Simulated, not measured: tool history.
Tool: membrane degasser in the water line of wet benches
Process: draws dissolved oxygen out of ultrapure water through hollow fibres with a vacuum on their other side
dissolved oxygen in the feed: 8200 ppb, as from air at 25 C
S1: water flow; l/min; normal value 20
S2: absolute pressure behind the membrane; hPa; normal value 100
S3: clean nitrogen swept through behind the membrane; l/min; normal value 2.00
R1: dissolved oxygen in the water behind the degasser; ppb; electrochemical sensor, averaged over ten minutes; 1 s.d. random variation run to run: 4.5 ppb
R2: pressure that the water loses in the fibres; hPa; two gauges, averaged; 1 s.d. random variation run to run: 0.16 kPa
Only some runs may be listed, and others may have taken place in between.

{"run": 1, "day": 0.0, "S1": 20, "S2": 100, "S3": 2.0, "R1": 463.7, "R2": 358.2}
{"run": 2, "day": 8.104, "S1": 12, "S2": 100, "S3": 2.0, "R1": 231.8, "R2": 218.6}
{"run": 3, "day": 12.85, "S1": 12, "S2": 100, "S3": 2.0, "R1": 233.0, "R2": 213.9}
{"run": 4, "day": 20.229, "S1": 12, "S2": 100, "S3": 5.71, "R1": 167.4, "R2": 215.7}
{"run": 5, "day": 23.633, "S1": 12, "S2": 100, "S3": 5.71, "R1": 169.0, "R2": 214.0}
{"run": 6, "day": 29.892, "S1": 16, "S2": 100, "S3": 2.0, "R1": 350.9, "R2": 288.1}
{"day": 34.104, "done": "vacuum gauge calibrated"}
{"run": 7, "day": 38.217, "S1": 16, "S2": 100, "S3": 2.0, "R1": 346.2, "R2": 290.2}
{"run": 8, "day": 44.517, "S1": 16, "S2": 100, "S3": 2.0, "R1": 352.6, "R2": 289.9}
{"run": 9, "day": 51.825, "S1": 19, "S2": 142, "S3": 2.03, "R1": 527.9, "R2": 340.4}
{"run": 10, "day": 55.354, "S1": 16, "S2": 65, "S3": 5.24, "R1": 250.3, "R2": 287.9}
{"run": 11, "day": 59.225, "S1": 16, "S2": 65, "S3": 1.25, "R1": 319.7, "R2": 291.5}
{"run": 12, "day": 63.462, "S1": 16, "S2": 100, "S3": 3.41, "R1": 299.1, "R2": 289.9}
{"run": 13, "day": 69.188, "S1": 13, "S2": 232, "S3": 1.99, "R1": 470.6, "R2": 235.0}
{"run": 14, "day": 73.867, "S1": 14, "S2": 94, "S3": 2.43, "R1": 268.8, "R2": 253.9}
{"run": 15, "day": 80.492, "S1": 13, "S2": 100, "S3": 2.0, "R1": 261.1, "R2": 237.8}
{"run": 16, "day": 87.388, "S1": 14, "S2": 100, "S3": 1.11, "R1": 375.3, "R2": 256.2}

Run by run, hidden condition taken away, random variation retained:
The tool's hidden condition here consists of: membrane still open, %; true pressure behind the membrane over the reading, kPa; air that leaks in behind the membrane, l/min; drift of the gauge itself on oxygen_ppb, %; drift of the gauge itself on loss_of_pressure_kpa, %.
run=1 R1=442.5 R2=353.0
run=2 R1=218.4 R2=215.3
run=3 R1=219.0 R2=210.4
run=4 R1=156.3 R2=212.1
run=5 R1=157.6 R2=210.3
run=6 R1=329.8 R2=282.9
run=7 R1=329.7 R2=284.7
run=8 R1=335.0 R2=284.1
run=9 R1=505.4 R2=333.3
run=10 R1=232.8 R2=281.8
run=11 R1=300.4 R2=285.2
run=12 R1=280.1 R2=283.4
run=13 R1=450.8 R2=229.6
run=14 R1=250.7 R2=248.0
run=15 R1=243.7 R2=232.1
run=16 R1=353.9 R2=249.8

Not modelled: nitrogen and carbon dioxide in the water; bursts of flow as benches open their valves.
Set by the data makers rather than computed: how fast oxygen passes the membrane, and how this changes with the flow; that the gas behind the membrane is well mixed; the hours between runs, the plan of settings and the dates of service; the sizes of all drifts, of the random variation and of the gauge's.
